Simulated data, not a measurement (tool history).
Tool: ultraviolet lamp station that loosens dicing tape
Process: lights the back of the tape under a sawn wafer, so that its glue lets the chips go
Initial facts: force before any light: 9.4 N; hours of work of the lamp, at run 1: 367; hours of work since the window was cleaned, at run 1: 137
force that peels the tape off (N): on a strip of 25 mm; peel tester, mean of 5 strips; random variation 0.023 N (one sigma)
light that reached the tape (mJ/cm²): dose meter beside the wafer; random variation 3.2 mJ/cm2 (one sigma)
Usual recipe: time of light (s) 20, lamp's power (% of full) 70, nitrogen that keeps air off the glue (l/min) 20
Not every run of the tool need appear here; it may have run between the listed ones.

run,hour,time of light (s),lamp's power (% of full),nitrogen that keeps air off the glue (l/min),hours of work of the lamp,hours of work since the window was cleaned,force that peels the tape off (N),light that reached the tape (mJ/cm²)
1,0,20,70,20,367,137,1.504,418
2,53.4,20,70,20,409,178,1.567,406
3,102.5,20,70,20,447,216,1.687,391
4,127.2,20,70,20,466,236,1.762,386
5,156.8,20,70,20,489,259,1.787,374
6,193.7,20,70,20,518,287,1.787,370
# hour 228.9: window cleaned of glue's vapour
7,238,20,70,13,552,7,2.473,339
8,291,20,70,13,593,48,2.64,327
9,336.1,20,70,13,628,83,2.716,313
10,375.8,20,70,13,659,114,2.764,305
11,431.3,20,70,20,703,158,2.549,293
# hour 453.9: window cleaned of glue's vapour, once more
12,460.3,20,70,20,725,5,1.517,410
13,487.4,20,70,20,746,26,1.597,405
14,531.5,20,70,20,780,60,1.73,393
15,558,20,70,20,801,81,1.682,384
16,592.5,20,70,38,828,108,1.391,378
17,626.4,20,70,9,854,134,2.544,368
18,674.8,20,61,20,892,172,2.259,313
19,702.5,20,70,20,913,193,1.969,353
20,733.7,19,70,20,938,218,2.248,327
21,776.1,20,70,20,971,251,2.129,334
22,819.4,20,70,7,1004,285,3.189,331
# hour 859.2: window cleaned of glue's vapour
23,861.5,10,100,14,1037,2,3.171,270
24,917,14,70,20,1080,45,2.921,254
25,965,23,65,17,1117,82,1.886,381
26,995.3,28,66,20,1141,106,1.315,461
# hour 1013.9: lamp changed
27,1040.5,23,75,18,21,140,0.963,561
28,1083.4,16,86,7,54,174,2.339,437
29,1115.9,25,68,12,79,199,1.338,526
30,1158.9,17,98,6,113,233,1.976,497
31,1188.1,26,98,19,136,255,0.491,749
32,1212.4,26,98,19,154,274,0.531,752
33,1238,26,98,19,174,294,0.537,735
# hour 1266.9: window cleaned of glue's vapour
34,1288.4,17,91,16,213,17,1.209,514
35,1343,24,82,11,256,59,0.982,629
36,1368.7,25,78,11,276,79,1.062,613
37,1421.1,12,61,34,317,120,3.01,225
38,1456.4,12,61,34,344,148,3.083,220
39,1482.2,17,77,20,364,168,1.75,384
40,1529.4,13,90,33,401,204,1.746,334
41,1574,13,70,37,436,239,2.462,254
42,1601.2,11,70,11,457,260,4.34,208
43,1645.9,15,85,9,492,295,2.872,336
# hour 1670.5: window cleaned of glue's vapour
44,1670.5,14,70,16,510,0,2.6,308

Predict each of these 3 candidate next runs independently; none follows another, all start after run 44:
A,1709,20,68,20,540,30,?,?
B,1709,25,71,15,540,30,?,?
C,1709,35,70,32,540,30,?,?

run,force that peels the tape off (N),light that reached the tape (mJ/cm²)
A,1.489,419
B,1.072,544
C,0.391,752
The same runs, with their run-to-run variation unchanged, on a tool lacking any hidden condition would have given:
run,force that peels the tape off (N),light that reached the tape (mJ/cm²)
A,1.139,487
B,0.798,633
C,0.307,876

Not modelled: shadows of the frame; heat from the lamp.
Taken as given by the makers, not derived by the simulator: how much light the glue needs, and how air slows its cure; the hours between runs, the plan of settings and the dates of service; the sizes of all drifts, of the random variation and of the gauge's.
